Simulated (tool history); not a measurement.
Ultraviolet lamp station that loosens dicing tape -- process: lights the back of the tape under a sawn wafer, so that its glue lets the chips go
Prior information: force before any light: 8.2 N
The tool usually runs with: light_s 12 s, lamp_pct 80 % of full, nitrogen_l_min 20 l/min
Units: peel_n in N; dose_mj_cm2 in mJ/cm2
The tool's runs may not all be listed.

run     day  light_s  lamp_pct  nitrogen_l_min  peel_n  dose_mj_cm2
  1       0       12        80              20   0.344          244
  2   0.817       12        80              20   0.346          248
  3   2.154       12        80              20   0.342          243
  4   3.412       20        80              20   0.202          402
  5   4.742       20        80              20   0.191          395
  6   5.729       20        80              20   0.196          389
      5.862  -- window cleaned of glue's vapour
  7   6.325       12        80              20   0.355          232
  8   7.138        9        80              20   0.669          176
  9   8.425       12        80              20   0.375          232
 10   9.117       11        67              10   0.935          178
 11  10.333       16        99              32   0.203          378
     10.517  -- window cleaned of glue's vapour, once more
 12  11.062       16        99              32   0.191          396
 13  12.029       16        67              24    0.28          270
 14  12.583        9        75              17   0.746          171
 15  13.821        9        75              21   0.653          169
 16  15.125       17        85              20   0.213          358
 17  16.233       17        85              20    0.21          360

Some steps in peel_n, run to run, broken into two amounts with sign: the step expected even without the hidden condition (settings, incoming material, random variation), and the rest, left for the hidden condition together with whatever gauge scatter is not in both the measured and the hidden-condition-free result:
What the log doesn't record here: lamp's light, % of a new lamp's; light that the window lets through, % of a clean one's; drift of the gauge itself on peel_n, %; drift of the gauge itself on dose_mj_cm2, %.
Run 10 -> 11: light_s 11 -> 16, lamp_pct 67 -> 99, nitrogen_l_min 10 -> 32. peel_n -0.732 N: hidden state -0.249, all else -0.483.

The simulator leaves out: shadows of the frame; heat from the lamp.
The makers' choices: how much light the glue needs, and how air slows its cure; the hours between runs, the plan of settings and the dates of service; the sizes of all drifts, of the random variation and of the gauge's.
